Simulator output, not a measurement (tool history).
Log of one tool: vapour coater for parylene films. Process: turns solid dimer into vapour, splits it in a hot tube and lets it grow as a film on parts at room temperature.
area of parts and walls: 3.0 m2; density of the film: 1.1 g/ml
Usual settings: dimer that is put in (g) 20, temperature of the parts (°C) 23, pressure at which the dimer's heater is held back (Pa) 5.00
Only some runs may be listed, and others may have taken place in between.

run,day,dimer that is put in (g),temperature of the parts (°C),pressure at which the dimer's heater is held back (Pa),thickness of the film (nm)
1,0.000,20,23,5.00,3060
2,3.512,20,23,5.00,3060
3,5.438,20,23,5.00,2960
4,8.871,20,23,5.00,2940
5,12.250,20,23,5.00,2960
# day 13.117: trap's valve overhauled
6,13.983,20,23,5.00,3190
7,17.308,20,23,5.00,3130
8,20.196,20,23,5.00,3190
9,22.108,20,23,5.00,3120
10,25.271,20,23,5.00,3080
11,28.658,20,23,5.00,3010
12,30.588,20,23,5.00,3060
13,32.958,16,16,4.91,2710
14,35.188,21,31,3.44,3030
# day 35.379: table's thermometer calibrated
15,37.746,21,31,3.44,3090
16,40.054,23,20,5.53,3530
# day 40.483: trap's valve overhauled
17,43.446,11,17,5.00,1950
18,46.212,36,17,5.00,6340
19,49.350,23,18,3.49,4210
20,51.983,23,18,3.49,4200
# day 53.112: table's thermometer calibrated, once more
21,55.592,23,18,3.49,4110
22,57.229,13,18,4.06,2230
23,60.767,13,18,4.06,2190
24,62.721,15,35,6.74,1690

Predict each of these 5 candidate next runs independently; none follows another, all start after run 24:
A,65.979,31,35,2.47,?
B,65.979,23,23,11.53,?
C,65.979,11,19,5.00,?
D,65.979,15,18,6.74,?
E,65.979,13,35,6.74,?

run,thickness of the film (nm)
A,4440
B,2720
C,1720
D,2190
E,1470
Stripped of hidden state, with their random variation kept, the same runs would have yielded:
run,thickness of the film (nm)
A,4830
B,2960
C,1870
D,2380
E,1600
